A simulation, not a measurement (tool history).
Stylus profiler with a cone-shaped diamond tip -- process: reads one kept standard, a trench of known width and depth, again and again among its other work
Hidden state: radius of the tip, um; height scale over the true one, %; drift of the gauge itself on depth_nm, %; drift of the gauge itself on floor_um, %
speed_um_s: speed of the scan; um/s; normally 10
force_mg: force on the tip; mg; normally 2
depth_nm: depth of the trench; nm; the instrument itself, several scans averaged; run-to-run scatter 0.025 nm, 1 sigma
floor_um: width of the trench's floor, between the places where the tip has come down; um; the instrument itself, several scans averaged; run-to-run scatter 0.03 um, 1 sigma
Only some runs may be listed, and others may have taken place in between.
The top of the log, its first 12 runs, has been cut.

run	hour	speed_um_s	force_mg	scans with this tip	hours of work since the height scale was calibrated	depth_nm	floor_um
13	649.3	10	2.82	3189	502	101.17	98.45
14	715	10	2.82	3440	542	101.18	98.42
15	767	5	2.82	3638	573	101.16	98.41
16	802	5	2.82	3772	594	101.21	98.42
17	839.4	5	2.82	3915	617	101.15	98.39
18	880.4	5	2.82	4072	641	101.23	98.38
19	947.6	10	1.73	4329	682	101.04	98.43
20	975.3	10	2.32	4435	699	101.11	98.42
21	1027.9	10	2	4636	730	101.09	98.32
22	1081.9	10	2	4842	763	101.07	98.39
23	1124.9	10	2	5007	789	101.09	98.33
24	1180.3	2	2	5218	822	101.11	98.32
# hour 1187: height scale calibrated on a step standard
25	1229.9	10	0.93	5406	26	100.92	98.37
26	1275.6	14	1.17	5581	53	100.99	98.29
27	1330.2	7	5.17	5789	86	101.89	98.32
# hour 1340: height scale calibrated on a step standard, once more
28	1392.5	8	1.59	6026	32	100.58	98.29
29	1449.9	8	1.59	6245	66	100.61	98.31
30	1499.1	8	1.59	6433	96	100.65	98.26
31	1545.8	8	1.59	6612	124	100.66	98.3
32	1582.2	8	1.59	6751	146	100.69	98.2
33	1645.3	3	1.51	6992	184	100.63	98.3

The next listed run, before its measurement:
34	1702.4	40	3.14	7210	218	?	?

Logged for run 34: depth_nm 101.05 nm, floor_um 98.16 um.
Take away the tool's hidden state, keep the run-to-run variation as it was, and the same run would have given depth_nm 100.95 nm, floor_um 98.49 um.

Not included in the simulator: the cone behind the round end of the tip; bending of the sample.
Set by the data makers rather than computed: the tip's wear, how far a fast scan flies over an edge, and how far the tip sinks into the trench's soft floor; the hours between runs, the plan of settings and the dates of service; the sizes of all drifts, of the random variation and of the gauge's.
